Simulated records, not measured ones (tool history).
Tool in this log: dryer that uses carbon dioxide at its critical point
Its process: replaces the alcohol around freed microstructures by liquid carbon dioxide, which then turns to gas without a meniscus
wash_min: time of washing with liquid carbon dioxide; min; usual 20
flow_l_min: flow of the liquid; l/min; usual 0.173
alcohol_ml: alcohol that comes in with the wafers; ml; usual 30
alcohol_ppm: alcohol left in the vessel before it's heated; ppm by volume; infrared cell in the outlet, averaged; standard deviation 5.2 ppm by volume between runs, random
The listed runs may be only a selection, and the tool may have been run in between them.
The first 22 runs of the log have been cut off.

run,day,wash_min,flow_l_min,alcohol_ml,alcohol_ppm
23,6.833,20,0.173,30,136
24,7.125,20,0.173,30,140
25,7.533,20,0.173,30,142
26,7.908,20,0.173,30,144
27,8.308,31,0.106,35,187
28,8.592,20,0.173,73,307
29,8.942,17,0.126,30,1134
30,9.333,17,0.126,34,1256
31,9.679,17,0.126,34,1309
32,9.917,17,0.126,26,1003
33,10.267,20,0.107,30,1139
34,10.688,20,0.107,30,1108
35,11.012,20,0.173,27,137
36,11.421,23,0.173,27,82
37,11.758,30,0.196,38,39
38,12.008,17,0.196,84,451
39,12.292,20,0.116,22,623
40,12.662,17,0.219,42,138
41,13.1,18,0.219,53,129
42,13.392,18,0.219,53,142
43,13.629,18,0.27,53,61
44,13.842,18,0.27,53,67

Predict each of these 5 candidate next runs independently; none follows another, all start after run 44:
A,14.175,20,0.163,30,?
B,14.175,15,0.146,53,?
C,14.175,18,0.166,53,?
D,14.175,20,0.218,46,?
E,14.175,26,0.122,53,?

run,alcohol_ppm
A,205
B,1941
C,500
D,78
E,340
What these runs would have given with no unlogged condition in the tool:
run,alcohol_ppm
A,129
B,1624
C,368
D,23
E,237
